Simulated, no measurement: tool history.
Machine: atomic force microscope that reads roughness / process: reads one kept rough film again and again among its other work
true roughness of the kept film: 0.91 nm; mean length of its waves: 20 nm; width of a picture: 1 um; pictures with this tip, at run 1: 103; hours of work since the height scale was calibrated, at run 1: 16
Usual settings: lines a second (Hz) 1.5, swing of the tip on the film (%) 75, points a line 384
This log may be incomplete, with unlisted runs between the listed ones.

run	hour	lines a second (Hz)	swing of the tip on the film (%)	points a line	pictures with this tip	hours of work since the height scale was calibrated	roughness of the kept film (nm (root mean square))
1	0	1.5	75	384	103	16	0.799
2	5	1.5	75	384	108	19	0.801
3	14.9	1.5	75	384	117	24	0.796
4	21	1.5	75	384	122	27	0.796
5	26.8	1.5	75	384	127	31	0.8
6	33.8	1.5	75	384	134	34	0.782
7	44	1.69	75	384	143	40	0.781
8	54	1.5	75	462	152	45	0.802
9	60.2	1.5	75	462	157	49	0.806
10	65	3.81	75	384	161	52	0.729
11	70.5	3.81	75	384	166	55	0.741
12	78.4	3.81	75	384	173	59	0.732
13	83.1	1.5	75	293	178	62	0.785
14	93.8	1.5	75	293	187	67	0.781
15	104.6	1.5	75	293	197	73	0.784
16	112.7	2	75	384	204	78	0.785
17	121.8	1.99	75	384	212	83	0.777
18	129.2	1.99	75	384	219	87	0.767
19	136.4	1.5	75	384	225	91	0.786
20	142.6	3.63	67	317	231	94	0.768
21	150.3	0.82	70	583	238	98	0.821
22	156.9	0.82	70	583	243	102	0.82
23	162.3	1.03	70	384	248	105	0.817
24	170.7	0.69	70	384	256	110	0.822
25	180.6	0.69	67	732	265	115	0.837
26	188.5	0.68	77	440	272	119	0.816
27	193.2	1.5	77	818	276	122	0.804
28	203.4	1.5	58	384	285	128	0.826
29	210.9	1.25	75	506	292	132	0.795
30	220.3	1.1	75	529	300	137	0.815
31	225.3	2.25	74	853	304	140	0.787
32	234.9	1.5	71	842	313	145	0.81
33	241.7	1.5	75	539	319	149	0.809
34	249.6	1.5	63	1012	326	153	0.82
35	257	1.5	63	1012	333	157	0.823
36	263.4	1.5	69	300	338	161	0.801
37	274.1	1.5	69	300	348	167	0.787
38	279.1	0.72	56	733	352	169	0.849

Branching from run 38: 5 alternative next runs. What would each branch give?
A	286.5	0.58	75	532	359	173	?
B	286.5	1.03	74	733	359	173	?
C	286.5	2.35	82	452	359	173	?
D	286.5	0.72	56	288	359	173	?
E	286.5	3.42	79	386	359	173	?

run	roughness of the kept film (nm (root mean square))
A	0.824
B	0.81
C	0.752
D	0.816
E	0.716
What these runs would have given with no unlogged condition in the tool:
run	roughness of the kept film (nm (root mean square))
A	0.829
B	0.815
C	0.757
D	0.822
E	0.721
